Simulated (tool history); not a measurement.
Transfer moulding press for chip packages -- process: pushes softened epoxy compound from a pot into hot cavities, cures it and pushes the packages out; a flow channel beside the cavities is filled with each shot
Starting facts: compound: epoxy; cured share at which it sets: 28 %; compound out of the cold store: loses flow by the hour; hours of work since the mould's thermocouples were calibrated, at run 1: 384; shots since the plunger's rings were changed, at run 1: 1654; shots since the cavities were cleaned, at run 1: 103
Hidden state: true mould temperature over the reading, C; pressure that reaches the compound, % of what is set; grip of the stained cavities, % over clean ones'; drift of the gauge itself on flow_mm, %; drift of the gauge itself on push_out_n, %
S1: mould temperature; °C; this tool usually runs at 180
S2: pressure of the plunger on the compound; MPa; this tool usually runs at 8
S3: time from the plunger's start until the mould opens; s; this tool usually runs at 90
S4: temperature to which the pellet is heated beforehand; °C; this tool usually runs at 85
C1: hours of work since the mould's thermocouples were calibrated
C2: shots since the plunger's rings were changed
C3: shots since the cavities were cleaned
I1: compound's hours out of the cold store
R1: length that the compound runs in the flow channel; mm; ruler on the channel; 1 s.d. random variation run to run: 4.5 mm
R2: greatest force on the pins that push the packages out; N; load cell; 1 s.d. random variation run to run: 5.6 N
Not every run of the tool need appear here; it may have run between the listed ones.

run   hour   S1    S2   S3  S4   C1    C2   C3    I1    R1   R2
  1      0  180     8   90  85  384  1654  103  12.7   974  244
  2   27.2  180     8   90  85  399  1977  426  26.5   906  353
  3   45.3  180     8   90  85  409  2192  641  34.9   859  387
      60.9  -- cavities cleaned with cleaning compound and waxed
  4   66.5  180     8   90  85  420  2426   66  41.8   831  236
  5   86.8  180     8   90  85  431  2667  307  32.4   867  338
  6  116.1  180     8   90  85  447  3015  655    22   903  401
     129.7  -- cavities cleaned with cleaning compound and waxed
  7  138.9  180     8   79  85  459  3268  109  41.8   816  293
  8  155.8  180     8   79  85  469  3468  309    12   930  404
     171.6  -- plunger's sealing rings changed
  9  172.2  180     8   79  85  476     6  474  28.8   914  443
     200.4  -- cavities cleaned with cleaning compound and waxed
 10  202.2  180     8  122  85  492   345   21   8.4   998  190
 11  222.1  180     8  122  85  503   582  258  43.8   845  282
 12  243.3  180     8  122  85  515   833  509  29.3   916  325
     268.3  -- cavities cleaned with cleaning compound and waxed
 13  270.9  180     8  101  90  529  1143   31  29.9   889  208
 14  295.7  180  6.76  101  90  543  1437  325    45   769  320
 15  312.4  180  6.76  101  90  552  1637  525  43.5   765  362
 16  327.2  180     8  112  76  560  1812  700  17.7   933  354
       336  -- cavities cleaned with cleaning compound and waxed
 17  345.2  181  9.75   93  81  569  2008  109   9.6  1067  251
 18  359.2  181   6.2   93  76  577  2174  275  11.7   838  317
 19  374.5  182     8  128  85  586  2356  457  31.1   876  327
 20  400.8  180     8   90  85  600  2668  769  15.9   929  411
     404.9  -- cavities cleaned with cleaning compound and waxed
 21  425.8  180     8   90  85  613  2947  248  42.6   818  309
 22  454.4  180  9.04   99  86  629  3287  588  47.8   845  339

Forecast each of these 5 alternatives for the next run:
  A  467.8  172     8   72  94  636  3446  747  17.6   ?   ?
  B  467.8  180  9.84  102  82  636  3446  747  24.2   ?   ?
  C  467.8  180     8   72  85  636  3446  747    41   ?   ?
  D  467.8  180  9.04   98  81  636  3446  747  35.2   ?   ?
  E  467.8  180  6.38   97  86  636  3446  747  27.3   ?   ?

run   R1   R2
  A  920  950
  B  987  382
  C  814  528
  D  893  400
  E  785  384
What these runs would have given with no unlogged condition in the tool:
run    R1   R2
  A   978  479
  B  1050  188
  C   866  263
  D   949  194
  E   834  184
